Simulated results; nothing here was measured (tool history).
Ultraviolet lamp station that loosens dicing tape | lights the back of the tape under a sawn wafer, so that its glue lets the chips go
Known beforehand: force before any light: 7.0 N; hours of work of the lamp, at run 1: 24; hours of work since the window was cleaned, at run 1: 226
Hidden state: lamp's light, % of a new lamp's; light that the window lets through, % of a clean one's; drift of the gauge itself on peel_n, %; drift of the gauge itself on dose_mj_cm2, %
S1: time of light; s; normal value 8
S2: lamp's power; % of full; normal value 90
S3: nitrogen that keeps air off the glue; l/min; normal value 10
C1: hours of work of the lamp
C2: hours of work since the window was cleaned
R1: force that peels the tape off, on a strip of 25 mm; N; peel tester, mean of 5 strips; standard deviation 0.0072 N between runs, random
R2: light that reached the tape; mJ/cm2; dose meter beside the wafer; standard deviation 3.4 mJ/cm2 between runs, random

Run 1, hour 0: usual settings; C1 24; C2 226. Result: R1 0.297 N, R2 503 mJ/cm2.
Run 2, hour 4.2: usual settings but S3 9 l/min; C1 27; C2 229. Result: R1 0.316 N, R2 507 mJ/cm2.
Run 3, hour 8.6: usual settings but S2 98 % of full; C1 30; C2 232. Result: R1 0.269 N, R2 547 mJ/cm2.
Run 4, hour 18.1: usual settings but S1 5 s; C1 37; C2 238. Result: R1 0.66 N, R2 319 mJ/cm2.
Run 5, hour 23.6: usual settings but S1 5 s; C1 41; C2 242. Result: R1 0.65 N, R2 311 mJ/cm2.
Run 6, hour 31.4: usual settings but S1 5 s; C1 46; C2 247. Result: R1 0.675 N, R2 311 mJ/cm2.
Run 7, hour 36.6: usual settings but S1 5 s; C1 49; C2 251. Result: R1 0.686 N, R2 317 mJ/cm2.
Run 8, hour 43.4: usual settings but S1 7 s; C1 54; C2 256. Result: R1 0.366 N, R2 435 mJ/cm2.
Run 9, hour 52.6: usual settings; C1 60; C2 262. Result: R1 0.294 N, R2 495 mJ/cm2.
Run 10, hour 61.6: usual settings; C1 67; C2 268. Result: R1 0.291 N, R2 498 mJ/cm2.
Run 11, hour 70.4: usual settings; C1 73; C2 274. Result: R1 0.306 N, R2 491 mJ/cm2.
Run 12, hour 79.7: usual settings but S2 61 % of full; C1 79; C2 280. Result: R1 0.61 N, R2 330 mJ/cm2.
Run 13, hour 84.8: usual settings but S2 61 % of full; C1 83; C2 284. Result: R1 0.582 N, R2 332 mJ/cm2.
Run 14, hour 92.3: usual settings but S2 71 % of full; C1 88; C2 289. Result: R1 0.456 N, R2 382 mJ/cm2.
Run 15, hour 98.1: usual settings but S2 71 % of full; C1 92; C2 293. Result: R1 0.453 N, R2 384 mJ/cm2.
Run 16, hour 103.9: usual settings but S2 71 % of full; C1 96; C2 297. Result: R1 0.477 N, R2 382 mJ/cm2.
Run 17, hour 112.9: usual settings but S2 71 % of full; C1 102; C2 303. Result: R1 0.477 N, R2 381 mJ/cm2.
Run 18, hour 119.5: usual settings but S2 71 % of full; C1 106; C2 308. Result: R1 0.461 N, R2 382 mJ/cm2.
Run 19, hour 128.5: usual settings but S2 76 % of full; C1 113; C2 314. Result: R1 0.42 N, R2 406 mJ/cm2.
Run 20, hour 135.7: usual settings but S2 76 % of full; C1 118; C2 319. Result: R1 0.422 N, R2 405 mJ/cm2.
Run 21, hour 145.7: usual settings; C1 124; C2 326. Result: R1 0.313 N, R2 478 mJ/cm2.
At hour 147.1: window cleaned of glue's vapour.
Run 22, hour 153.5: usual settings but S1 6 s; C1 129; C2 4. Result: R1 0.532 N, R2 350 mJ/cm2.
Run 23, hour 161.7: usual settings but S1 13 s, S2 95 % of full, S3 7 l/min; C1 135; C2 10. Result: R1 0.227 N, R2 793 mJ/cm2.
Run 24, hour 171.1: usual settings but S1 6 s, S2 83 % of full, S3 4 l/min; C1 141; C2 16. Result: R1 1.153 N, R2 322 mJ/cm2.
Run 25, hour 179.6: usual settings but S1 5 s; C1 147; C2 22. Result: R1 0.772 N, R2 292 mJ/cm2.
Run 26, hour 189.5: usual settings but S1 5 s, S2 82 % of full, S3 7 l/min; C1 154; C2 29. Result: R1 1.18 N, R2 265 mJ/cm2.
Run 27, hour 199.3: usual settings but S1 5 s, S2 82 % of full, S3 7 l/min; C1 161; C2 36. Result: R1 1.171 N, R2 261 mJ/cm2.
Run 28, hour 203.3: usual settings but S1 5 s, S2 82 % of full, S3 7 l/min; C1 164; C2 39. Result: R1 1.169 N, R2 260 mJ/cm2.
At hour 205.1: window cleaned of glue's vapour, once more.
Run 29, hour 213.2: usual settings but S1 4 s, S2 72 % of full, S3 12 l/min; C1 170; C2 6. Result: R1 1.19 N, R2 208 mJ/cm2.
Run 30, hour 220.9: usual settings but S1 4 s, S2 72 % of full, S3 12 l/min; C1 175; C2 11. Result: R1 1.194 N, R2 209 mJ/cm2.
Run 31, hour 230.6: usual settings but S1 5 s, S2 85 % of full, S3 5 l/min; C1 182; C2 18. Result: R1 1.097 N, R2 311 mJ/cm2.
Run 32, hour 237.7: usual settings but S1 5 s, S2 80 % of full, S3 20 l/min; C1 187; C2 22. Result: R1 0.524 N, R2 287 mJ/cm2.
Run 33, hour 247.3: usual settings but S1 5 s, S2 80 % of full, S3 20 l/min; C1 193; C2 29. Result: R1 0.545 N, R2 286 mJ/cm2.
Run 34, hour 254.1: usual settings but S2 72 % of full, S3 12 l/min; C1 198; C2 34. Result: R1 0.36 N, R2 412 mJ/cm2.
Run 35, hour 261.4: usual settings but S1 14 s, S3 4 l/min; C1 203; C2 39. Result: R1 0.225 N, R2 900 mJ/cm2.
Run 36, hour 270.1: usual settings but S1 14 s, S3 4 l/min; C1 209; C2 45. Result: R1 0.223 N, R2 898 mJ/cm2.
Run 37, hour 277: usual settings but S2 67 % of full, S3 4 l/min; C1 214; C2 49. Result: R1 0.901 N, R2 384 mJ/cm2.
Run 38, hour 281.3: usual settings but S1 15 s, S2 69 % of full, S3 5 l/min; C1 217; C2 52. Result: R1 0.25 N, R2 738 mJ/cm2.
Run 39, hour 291: usual settings but S1 15 s, S2 69 % of full, S3 5 l/min; C1 223; C2 59. Result: R1 0.249 N, R2 723 mJ/cm2.
Run 40, hour 298.7: usual settings but S1 6 s, S2 76 % of full, S3 13 l/min; C1 229; C2 64. Result: R1 0.532 N, R2 316 mJ/cm2.
Run 41, hour 304.8: usual settings but S1 6 s, S2 91 % of full, S3 4 l/min; C1 233; C2 68. Result: R1 0.874 N, R2 383 mJ/cm2.
Run 42, hour 309.3: usual settings but S2 73 % of full, S3 8 l/min; C1 236; C2 72. Result: R1 0.476 N, R2 409 mJ/cm2.
Run 43, hour 315.5: usual settings but S2 61 % of full; C1 240; C2 76. Result: R1 0.581 N, R2 341 mJ/cm2.
Run 44, hour 324.5: usual settings but S2 61 % of full; C1 246; C2 82. Result: R1 0.588 N, R2 346 mJ/cm2.

Forecast each of these 3 alternatives for the next run:
Run A, hour 333.7: usual settings but S1 7 s, S3 17 l/min; C1 253; C2 88. Result: R1 ?, R2 ?.
Run B, hour 333.7: usual settings but S3 17 l/min; C1 253; C2 88. Result: R1 ?, R2 ?.
Run C, hour 333.7: usual settings but S1 11 s; C1 253; C2 88. Result: R1 ?, R2 ?.

run     R1   R2
  A  0.281  441
  B  0.237  503
  C   0.22  691
With the hidden condition removed and each run's random variation left untouched, the same runs would have given:
run     R1   R2
  A  0.249  488
  B  0.218  558
  C  0.211  766
